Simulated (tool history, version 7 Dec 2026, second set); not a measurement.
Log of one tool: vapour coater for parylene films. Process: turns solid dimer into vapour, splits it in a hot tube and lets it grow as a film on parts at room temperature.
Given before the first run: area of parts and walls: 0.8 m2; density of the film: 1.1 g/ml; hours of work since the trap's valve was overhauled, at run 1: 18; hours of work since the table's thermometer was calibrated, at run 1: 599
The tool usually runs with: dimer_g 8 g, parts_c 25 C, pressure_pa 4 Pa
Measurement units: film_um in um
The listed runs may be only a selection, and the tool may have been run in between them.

run	hour	dimer_g	parts_c	pressure_pa	hours of work since the trap's valve was overhauled	hours of work since the table's thermometer was calibrated	film_um
1	0	8	25	4	18	599	5.68
2	17.8	8	25	4	34	615	5.64
3	39.1	8	25	4	53	634	5.62
4	51.8	8	25	4	65	645	5.57
5	68.6	8	25	4	80	660	5.52
6	80.7	8	25	4.02	91	671	5.53
7	100.3	8	25	4	108	689	5.45
8	110.8	8	25	4	118	698	5.4
9	123	8	25	3.38	129	709	5.63
10	146.1	8	25	3.38	149	730	5.56
11	166.1	4	25	4	167	748	2.65
12	187.9	4	25	4	187	768	2.62
13	204.1	8	33	11.46	202	782	2.97
14	224	8	33	11.46	219	800	2.94
15	243.1	13	31	11.46	237	817	5.07
16	255.4	9	35	8.29	248	829	3.14
17	273.9	5	35	7.45	264	845	1.79
# hour 292.2: trap's valve overhauled
18	299	8	25	3.3	6	864	5.97
19	321	5	20	2.2	26	884	4.95
20	343.5	5	20	2.2	46	904	4.98
21	358.9	5	25	6.05	60	918	3.19
22	375.7	11	35	6.53	75	933	4.47
23	399.5	11	35	6.53	97	955	4.5
24	415	4	31	6.69	110	968	1.91

Take each entry between the runs: how does the hidden state at the last listed run before it differ from the hidden state at the first listed run after it?
After run 17, before run 18: trap's valve overhauled (hour 292.2)
  vapour lost through the trap's worn valve, %: 12.3 -> 0.6
  difference, measured minus the result without the unlogged condition, film_um: -0.23 -> +0.04 um

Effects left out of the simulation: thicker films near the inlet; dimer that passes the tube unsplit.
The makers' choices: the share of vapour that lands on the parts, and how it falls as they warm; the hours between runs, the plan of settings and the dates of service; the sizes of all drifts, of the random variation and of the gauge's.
